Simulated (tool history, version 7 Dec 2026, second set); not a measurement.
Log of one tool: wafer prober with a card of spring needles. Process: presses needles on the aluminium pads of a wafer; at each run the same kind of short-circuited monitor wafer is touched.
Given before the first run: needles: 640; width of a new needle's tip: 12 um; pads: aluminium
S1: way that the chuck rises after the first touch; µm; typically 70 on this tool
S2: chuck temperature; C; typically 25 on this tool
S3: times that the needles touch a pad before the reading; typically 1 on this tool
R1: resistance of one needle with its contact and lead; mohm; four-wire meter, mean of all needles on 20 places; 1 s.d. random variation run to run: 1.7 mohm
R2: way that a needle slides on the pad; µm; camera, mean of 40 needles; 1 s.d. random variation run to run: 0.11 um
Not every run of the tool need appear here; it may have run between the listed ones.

run 1 hour=0 | S1=70 S2=25 S3=1 | R1=213 R2=15.17
-- hour=2.7 tips cleaned on abrasive film
-- hour=8.3 tips cleaned on abrasive film
run 2 hour=9.6 | S1=70 S2=25 S3=1 | R1=194 R2=14.98
-- hour=13.9 tips cleaned on abrasive film
run 3 hour=16.7 | S1=70 S2=25 S3=1 | R1=209 R2=15.17
-- hour=18.7 tips cleaned on abrasive film, once more
run 4 hour=21.9 | S1=70 S2=34 S3=1 | R1=215 R2=15.12
-- hour=24.5 tips cleaned on abrasive film
run 5 hour=27 | S1=57 S2=25 S3=1 | R1=227 R2=12.24
-- hour=30.3 tips cleaned on abrasive film
run 6 hour=35.4 | S1=57 S2=25 S3=1 | R1=260 R2=12.08
-- hour=36.2 tips cleaned on abrasive film
-- hour=41.9 tips cleaned on abrasive film
run 7 hour=42.3 | S1=57 S2=25 S3=1 | R1=192 R2=12.25
-- hour=47.9 tips cleaned on abrasive film
run 8 hour=50.6 | S1=68 S2=25 S3=1 | R1=211 R2=14.71
-- hour=53.7 tips cleaned on abrasive film
run 9 hour=58.3 | S1=70 S2=25 S3=1 | R1=231 R2=14.99
-- hour=59.1 tips cleaned on abrasive film
-- hour=64.7 tips cleaned on abrasive film
run 10 hour=67.8 | S1=70 S2=25 S3=1 | R1=216 R2=14.87
-- hour=70.6 tips cleaned on abrasive film
run 11 hour=74.1 | S1=70 S2=25 S3=1 | R1=222 R2=15.11
-- hour=76.4 tips cleaned on abrasive film
-- hour=82 tips cleaned on abrasive film
run 12 hour=82.4 | S1=70 S2=25 S3=1 | R1=187 R2=14.9
-- hour=88 tips cleaned on abrasive film
run 13 hour=91.4 | S1=90 S2=25 S3=2 | R1=186 R2=19.35
-- hour=93.5 tips cleaned on abrasive film
run 14 hour=95.8 | S1=78 S2=45 S3=1 | R1=207 R2=16.75
-- hour=99.3 tips cleaned on abrasive film
run 15 hour=102.3 | S1=58 S2=74 S3=3 | R1=209 R2=12.19
-- hour=104.8 tips cleaned on abrasive film
-- hour=110.2 tips cleaned on abrasive film
run 16 hour=110.2 | S1=84 S2=38 S3=3 | R1=173 R2=18.06
-- hour=115.7 tips cleaned on abrasive film
run 17 hour=118.3 | S1=84 S2=38 S3=3 | R1=182 R2=18.09
-- hour=121.3 tips cleaned on abrasive film
run 18 hour=123.9 | S1=51 S2=29 S3=1 | R1=245 R2=10.76
-- hour=127.2 tips cleaned on abrasive film
run 19 hour=129.9 | S1=59 S2=74 S3=2 | R1=217 R2=12.37
-- hour=133.1 tips cleaned on abrasive film
run 20 hour=135.3 | S1=67 S2=70 S3=1 | R1=222 R2=14.29
-- hour=138.6 tips cleaned on abrasive film
run 21 hour=143.6 | S1=67 S2=70 S3=1 | R1=246 R2=14.28
-- hour=144.2 tips cleaned on abrasive film
run 22 hour=148.7 | S1=63 S2=44 S3=3 | R1=205 R2=13.43
-- hour=150 tips cleaned on abrasive film
-- hour=155.6 tips cleaned on abrasive film
run 23 hour=157.8 | S1=57 S2=96 S3=3 | R1=209 R2=12.01

Subtracting, for every run, the result it would have given without the tool's unlogged condition from the measured result gives the following. The same run-to-run variation enters both numbers; the gauge's scatter may not:
What the log doesn't record here: debris on the tips, nm; way that the needles fall short of the set height, um; tips' diameter, um; drift of the gauge itself on contact_mohm, %; drift of the gauge itself on scrub_um, %.
run=1 R1=+43 R2=-0.38
run=2 R1=+27 R2=-0.61
run=3 R1=+40 R2=-0.63
run=4 R1=+44 R2=-0.64
run=5 R1=+54 R2=-0.64
run=6 R1=+90 R2=-0.65
run=7 R1=+20 R2=-0.69
run=8 R1=+39 R2=-0.7
run=9 R1=+59 R2=-0.7
run=10 R1=+48 R2=-0.72
run=11 R1=+54 R2=-0.74
run=12 R1=+16 R2=-0.75
run=13 R1=+20 R2=-0.76
run=14 R1=+32 R2=-0.77
run=15 R1=+24 R2=-0.79
run=16 R1=+2 R2=-0.81
run=17 R1=+12 R2=-0.82
run=18 R1=+66 R2=-0.83
run=19 R1=+33 R2=-0.84
run=20 R1=+40 R2=-0.85
run=21 R1=+68 R2=-0.86
run=22 R1=+28 R2=-0.88
run=23 R1=+20 R2=-0.9
